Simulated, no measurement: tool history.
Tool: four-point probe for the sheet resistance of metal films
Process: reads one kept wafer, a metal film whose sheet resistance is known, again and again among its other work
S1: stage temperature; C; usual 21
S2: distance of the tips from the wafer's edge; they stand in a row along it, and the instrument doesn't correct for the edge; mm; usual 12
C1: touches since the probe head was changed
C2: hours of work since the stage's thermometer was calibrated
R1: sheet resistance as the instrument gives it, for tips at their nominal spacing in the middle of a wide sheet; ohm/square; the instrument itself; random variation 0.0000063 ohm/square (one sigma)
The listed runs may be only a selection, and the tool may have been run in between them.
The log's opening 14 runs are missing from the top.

run 15 hour=394.3 | S1=27 S2=12 | C1=15882 C2=22 | R1=0.031174
run 16 hour=416.7 | S1=21 S2=19 | C1=16624 C2=32 | R1=0.031329
-- hour=441.6 stage's thermometer calibrated, once more
run 17 hour=445.9 | S1=22 S2=12 | C1=17574 C2=2 | R1=0.031306
run 18 hour=466.7 | S1=22 S2=12 | C1=18262 C2=11 | R1=0.031302
run 19 hour=496.8 | S1=19 S2=15 | C1=19260 C2=24 | R1=0.031374
run 20 hour=515.6 | S1=29 S2=7 | C1=19883 C2=33 | R1=0.031169
run 21 hour=548.2 | S1=20 S2=5 | C1=20964 C2=47 | R1=0.031508
run 22 hour=568.2 | S1=18 S2=26 | C1=21624 C2=56 | R1=0.031400
run 23 hour=591.0 | S1=18 S2=26 | C1=22381 C2=66 | R1=0.031408
run 24 hour=605.9 | S1=18 S2=26 | C1=22872 C2=73 | R1=0.031411
run 25 hour=637.4 | S1=18 S2=26 | C1=23918 C2=87 | R1=0.031399
run 26 hour=659.8 | S1=18 S2=26 | C1=24660 C2=97 | R1=0.031405
run 27 hour=682.0 | S1=18 S2=26 | C1=25395 C2=107 | R1=0.031420
run 28 hour=709.8 | S1=25 S2=32 | C1=26316 C2=119 | R1=0.031223
run 29 hour=730.4 | S1=24 S2=9 | C1=26998 C2=128 | R1=0.031314
run 30 hour=745.4 | S1=24 S2=9 | C1=27494 C2=135 | R1=0.031300
run 31 hour=762.4 | S1=24 S2=9 | C1=28057 C2=142 | R1=0.031297
run 32 hour=778.0 | S1=26 S2=3 | C1=28572 C2=149 | R1=0.031673

Predict the results of run 33:
run 33 hour=803.1 | S1=30 S2=6 | C1=29405 C2=160 | R1=?

Logged for run 33: R1 0.031218 ohm/square.
With no hidden state in the tool, this same run would have given R1 0.031137 ohm/square.
